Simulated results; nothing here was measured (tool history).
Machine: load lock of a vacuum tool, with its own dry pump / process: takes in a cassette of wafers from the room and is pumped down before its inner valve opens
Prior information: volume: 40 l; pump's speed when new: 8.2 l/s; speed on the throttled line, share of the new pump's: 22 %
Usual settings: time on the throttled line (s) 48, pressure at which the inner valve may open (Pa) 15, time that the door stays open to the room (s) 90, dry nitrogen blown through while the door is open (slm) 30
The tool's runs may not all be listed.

run	hour	time on the throttled line (s)	pressure at which the inner valve may open (Pa)	time that the door stays open to the room (s)	dry nitrogen blown through while the door is open (slm)	incoming humidity of the room's air, %	time from the closed door until the inner valve may open (s)	rise of the pressure with all valves shut (Pa/min)
1	0	48	15	90	30	44.1	82.2	0.106
2	248.8	48	15	90	30	45.6	83.1	0.115
3	602.3	48	15	90	30	46	82.5	0.131
4	918.4	34	15	90	30	42.6	72.5	0.133
5	1142.7	34	15	90	30	44.9	73.4	0.134
6	1416.8	48	15	90	36	46.3	83.1	0.143
7	1714.7	48	15	90	45	45.9	83.5	0.141
8	2170.5	48	15	90	45	44.3	82.4	0.157
9	2620	48	15	90	45	46.5	84.2	0.167
10	2818.1	48	15	90	45	43.7	84.1	0.169
11	3096.5	48	15	90	36	41.2	83.2	0.178
12	3293.4	48	15	90	36	42.7	80.2	0.188
13	3628	48	15	90	36	46	80.6	0.194
14	3858.8	48	15	90	36	46.1	80	0.203
15	4049.2	48	15	90	36	44.2	80.7	0.208
16	4409.5	48	15	90	36	43.5	80.5	0.218
17	4682.7	26	15	90	18	45	63.6	0.237
18	5035.7	26	15	90	4	43.3	63.4	0.268
19	5279.2	63	20	90	22	44.8	90.8	0.249
20	5694	60	22	43	19	45	88.8	0.254
21	6097.8	28	15	90	30	44.9	65.1	0.271
22	6543.6	36	15	90	30	43.1	72.2	0.284
23	6946.3	41	15	90	30	45.6	75.4	0.302
24	7256.8	41	15	90	13	44.6	75.8	0.327
25	7452.7	25	15	172	13	46.8	64.3	0.355
26	7709.6	25	15	172	13	44.4	63.8	0.368
27	7967	48	28	90	5	46.7	78.3	0.364
28	8203.8	48	15	140	19	45.3	80.8	0.366
29	8553.4	48	15	84	4	41.4	81.1	0.383

Withheld: 1 entry from between the runs. Position of each, and hidden state at the listed run before versus the listed run after:
Runs 11 to 12: dry pump taken out, an overhauled one fitted (hour 3293.4)
  pump's speed, % of a new pump's: 91 -> 100.4; leak at the door's seal, Pa l/s: 0.1035 -> 0.1068
  measured value less the no-hidden-state value, time from the closed door until the inner valve may open (s): +3.2 -> -0.1; rise of the pressure with all valves shut (Pa/min): +0.152 -> +0.159

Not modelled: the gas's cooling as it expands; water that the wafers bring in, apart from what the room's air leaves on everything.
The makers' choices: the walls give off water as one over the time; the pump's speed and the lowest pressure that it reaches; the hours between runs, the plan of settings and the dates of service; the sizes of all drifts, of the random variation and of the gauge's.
